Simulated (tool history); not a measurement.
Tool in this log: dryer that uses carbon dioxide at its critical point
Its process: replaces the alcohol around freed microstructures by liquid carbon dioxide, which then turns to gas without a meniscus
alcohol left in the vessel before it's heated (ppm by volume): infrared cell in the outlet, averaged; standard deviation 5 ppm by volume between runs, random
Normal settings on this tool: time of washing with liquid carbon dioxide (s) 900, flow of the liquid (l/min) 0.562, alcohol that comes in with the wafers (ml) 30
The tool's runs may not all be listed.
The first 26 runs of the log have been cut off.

run    hour  time of washing with liquid carbon dioxide (s)  flow of the liquid (l/min)  alcohol that comes in with the wafers (ml)  hours of work since the filter was changed  hours of work since the purifier's bed was changed  alcohol left in the vessel before it's heated (ppm by volume)
 27   751.1                                             900                       0.343                                          39                                         109                                                 222                                                            926
 28   786.7                                            1260                       0.562                                          60                                         130                                                 243                                                            133
 29   812.7                                            1260                       0.562                                          60                                         145                                                 258                                                            151
 30   834.0                                             600                       0.494                                          37                                         158                                                 271                                                           1288
 31   864.5                                             780                       0.558                                          30                                         175                                                 289                                                            354
 32   898.9                                             600                       0.819                                          52                                         196                                                 309                                                            371
 33   931.2                                            1260                       0.422                                          69                                         215                                                 328                                                            336
      971.1  -- inlet filter changed
 34   971.4                                            1260                       0.422                                          69                                           0                                                 351                                                            234
 35  1001.3                                             900                       0.485                                          60                                          18                                                 368                                                            392
 36  1034.8                                            1440                       0.806                                          77                                          37                                                 388                                                            195
 37  1052.5                                             840                       0.562                                          30                                          48                                                 399                                                            286
 38  1084.5                                             840                       0.562                                          30                                          67                                                 417                                                            297
 39  1121.2                                            1260                       0.562                                          26                                          88                                                 439                                                            230
 40  1154.4                                            1380                       0.451                                          32                                         108                                                 458                                                            252
 41  1178.5                                             660                       0.612                                         118                                         122                                                 473                                                           1201

Branching from run 41: 5 alternative next runs. What would each branch give?
  A  1211.2                                             900                       0.747                                          30                                         141                                                 492                                                              ?
  B  1211.2                                             660                       0.455                                         118                                         141                                                 492                                                              ?
  C  1211.2                                            1380                       0.562                                          43                                         141                                                 492                                                              ?
  D  1211.2                                             900                       0.410                                          30                                         141                                                 492                                                              ?
  E  1211.2                                             840                       0.612                                          51                                         141                                                 492                                                              ?

run  alcohol left in the vessel before it's heated (ppm by volume)
  A                                                            275
  B                                                           3537
  C                                                            262
  D                                                            611
  E                                                            375
Had the tool no hidden state, the same runs would have come out as:
run  alcohol left in the vessel before it's heated (ppm by volume)
  A                                                             16
  B                                                           2075
  C                                                             11
  D                                                            205
  E                                                             61
